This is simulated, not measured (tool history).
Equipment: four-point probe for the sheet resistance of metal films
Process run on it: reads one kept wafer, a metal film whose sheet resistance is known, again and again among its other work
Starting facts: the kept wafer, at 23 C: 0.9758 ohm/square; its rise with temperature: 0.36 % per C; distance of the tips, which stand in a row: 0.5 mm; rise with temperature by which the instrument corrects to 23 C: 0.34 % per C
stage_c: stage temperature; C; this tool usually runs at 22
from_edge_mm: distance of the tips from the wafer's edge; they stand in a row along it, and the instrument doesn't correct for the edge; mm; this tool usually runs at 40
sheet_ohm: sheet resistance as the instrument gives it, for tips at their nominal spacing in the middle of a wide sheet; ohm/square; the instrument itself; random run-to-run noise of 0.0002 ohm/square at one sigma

run,hour,stage_c,from_edge_mm,sheet_ohm
1,0,22,40,0.987337
2,11.7,22,40,0.987363
3,21.2,22,40,0.987454
4,32.3,22,40,0.978632
5,38.4,22,40,0.979083
6,51.7,22,35,0.978923
7,60.2,22,35,0.979407
8,73.9,22,35,0.979262
9,82.8,22,35,0.979561
10,90.8,22,35,0.979444
11,100.4,22,10,0.980886
12,112.6,19,10,0.980412
13,120.2,22,40,0.979978
14,131,33,40,0.981061
15,141.9,33,40,0.981075
16,151.7,33,40,0.981247
17,158.8,29,31,0.98099
18,165.8,29,31,0.980532
19,175.8,34,3,0.995847
20,184.2,30,47,0.981042
21,192.8,23,62,0.980701
22,206.6,24,4,0.988715
23,220.5,21,31,0.980456
24,233,21,31,0.980734
25,246.7,21,19,0.981147
26,256.8,28,67,0.98142
27,267,23,63,0.981291
28,279.4,22,20,0.981469
29,285.8,31,20,0.982702
30,297.4,26,11,0.982929

Not shown: 3 entries that the log had between the listed runs. Between which runs, and how does the tool's hidden state differ before and after?
Logged between run 3 and run 4: new probe head fitted (hour 31.5)
  inner tips' distance over the nominal, %: 1.121 -> 0.303; tips' flats over new ones', %: 133 -> 0
  the result without the hidden state subtracted from the measured one, sheet_ohm: +0.011802 -> +0.003155 ohm/square
Logged between run 10 and run 11: stage's thermometer calibrated (hour 92.7)
  inner tips' distance over the nominal, %: 0.363 -> 0.371; tips' flats over new ones', %: 6 -> 7; wafer's true temperature over the reading, C: -0.02 -> -0.04
  the result without the hidden state subtracted from the measured one, sheet_ohm: +0.003759 -> +0.003799 ohm/square
Logged between run 14 and run 15: stage's thermometer calibrated, once more (hour 139.6)
  inner tips' distance over the nominal, %: 0.402 -> 0.413; tips' flats over new ones', %: 10 -> 11; wafer's true temperature over the reading, C: -0.04 -> -0.06
  the result without the hidden state subtracted from the measured one, sheet_ohm: +0.004123 -> +0.004166 ohm/square
